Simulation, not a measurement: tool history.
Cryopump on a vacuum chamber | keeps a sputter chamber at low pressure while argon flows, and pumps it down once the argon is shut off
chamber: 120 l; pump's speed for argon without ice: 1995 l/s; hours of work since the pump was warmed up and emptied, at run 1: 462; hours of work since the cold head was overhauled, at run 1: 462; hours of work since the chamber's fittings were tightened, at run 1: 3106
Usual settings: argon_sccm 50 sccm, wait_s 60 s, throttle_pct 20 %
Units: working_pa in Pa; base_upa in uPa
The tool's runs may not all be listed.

run,day,argon_sccm,wait_s,throttle_pct,hours of work since the pump was warmed up and emptied,hours of work since the cold head was overhauled,hours of work since the chamber's fittings were tightened,working_pa,base_upa
1,0,50,60,20,462,462,3106,0.2227,2.03
2,0.479,50,60,38,471,471,3115,0.1203,2.08
3,1.112,50,60,38,483,483,3127,0.1204,2.04
4,1.792,50,60,38,496,496,3140,0.1224,2.05
5,2.188,50,60,20,503,503,3148,0.2221,2.11
6,2.717,50,60,20,513,513,3158,0.2224,2.1
7,3.254,50,60,20,524,524,3168,0.2237,2.11
8,3.738,50,60,20,533,533,3177,0.2224,2.19

Forecast run 9:
9,4.317,100,23,33,544,544,3188,?,?

working_pa: 0.2783 Pa
base_upa: 3.97 uPa
Without the tool's hidden state the same run would have given working_pa 0.2565 Pa, base_upa 3.13 uPa.
